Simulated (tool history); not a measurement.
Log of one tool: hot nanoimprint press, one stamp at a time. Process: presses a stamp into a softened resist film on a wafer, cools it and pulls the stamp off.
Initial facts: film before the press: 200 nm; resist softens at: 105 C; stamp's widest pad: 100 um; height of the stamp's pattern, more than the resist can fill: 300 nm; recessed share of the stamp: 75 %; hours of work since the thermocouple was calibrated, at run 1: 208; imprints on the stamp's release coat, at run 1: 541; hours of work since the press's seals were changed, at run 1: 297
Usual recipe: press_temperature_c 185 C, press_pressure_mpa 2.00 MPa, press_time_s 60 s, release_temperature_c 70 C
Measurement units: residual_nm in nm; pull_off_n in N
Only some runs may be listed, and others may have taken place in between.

run,hour,press_temperature_c,press_pressure_mpa,press_time_s,release_temperature_c,hours of work since the thermocouple was calibrated,imprints on the stamp's release coat,hours of work since the press's seals were changed,residual_nm,pull_off_n
1,0.0,185,2.00,60,70,208,541,297,109.9,137
2,7.4,173,2.00,60,70,213,557,302,163.6,139
3,17.6,185,2.00,45,70,220,581,309,119.4,138
# hour 31.6: stamp cleaned and given a new release coat
4,34.7,185,2.62,60,70,228,7,317,97.2,131
5,51.1,185,2.00,60,59,240,45,328,109.6,166
6,63.7,185,2.00,60,70,249,74,337,110.0,132
7,77.8,185,2.00,60,70,259,106,347,109.0,131
8,92.5,185,2.00,60,70,269,139,358,109.3,132
9,101.6,185,2.00,60,70,275,160,364,110.6,131
10,114.0,185,2.00,60,70,284,188,373,110.1,132
11,126.8,185,2.00,86,70,293,218,382,97.9,134
12,140.7,185,1.24,60,70,303,250,391,131.8,136
13,149.7,185,1.24,60,70,309,270,398,132.2,133
14,165.3,185,1.24,60,70,320,306,409,133.2,135
15,172.7,185,2.00,62,70,325,323,414,109.2,134
16,185.5,185,2.00,104,56,334,352,423,92.3,180
17,197.8,185,2.00,104,56,343,380,432,91.8,179
# hour 201.6: plate thermocouple calibrated
18,208.3,185,2.00,104,56,5,397,437,92.3,183
19,218.4,182,1.67,64,67,12,420,444,130.8,147
20,231.8,185,1.65,60,70,21,451,454,121.4,136
21,243.0,185,1.65,60,70,29,477,461,120.8,138
22,250.9,185,1.38,60,66,35,495,467,127.9,152
23,258.5,185,1.38,60,66,40,512,472,130.4,149
24,272.2,185,1.38,60,66,50,543,482,130.2,152
25,282.8,190,1.38,61,62,57,568,490,108.5,165
26,292.9,190,1.38,61,62,64,591,497,109.9,166
# hour 302.4: stamp cleaned and given a new release coat
# hour 306.6: plate thermocouple calibrated, once more
27,314.7,190,1.38,61,62,6,21,506,104.7,154
28,325.2,190,1.38,61,62,13,45,513,105.5,155
29,332.0,197,1.68,86,70,18,61,518,62.9,132

Below are 5 alternative next runs, each starting from the tool's condition after run 29. Predict each:
A,344.7,197,1.62,42,59,27,89,527,?,?
B,344.7,197,1.55,47,59,27,89,527,?,?
C,344.7,179,1.68,86,70,27,89,527,?,?
D,344.7,197,1.68,39,70,27,89,527,?,?
E,344.7,197,2.26,86,77,27,89,527,?,?

run,residual_nm,pull_off_n
A,84.8,163
B,82.4,165
C,132.3,133
D,85.7,131
E,54.7,110
Take away the tool's hidden state, keep each run's random variation, and the runs would have read:
run,residual_nm,pull_off_n
A,82.5,161
B,80.2,162
C,129.4,131
D,83.4,129
E,52.8,108
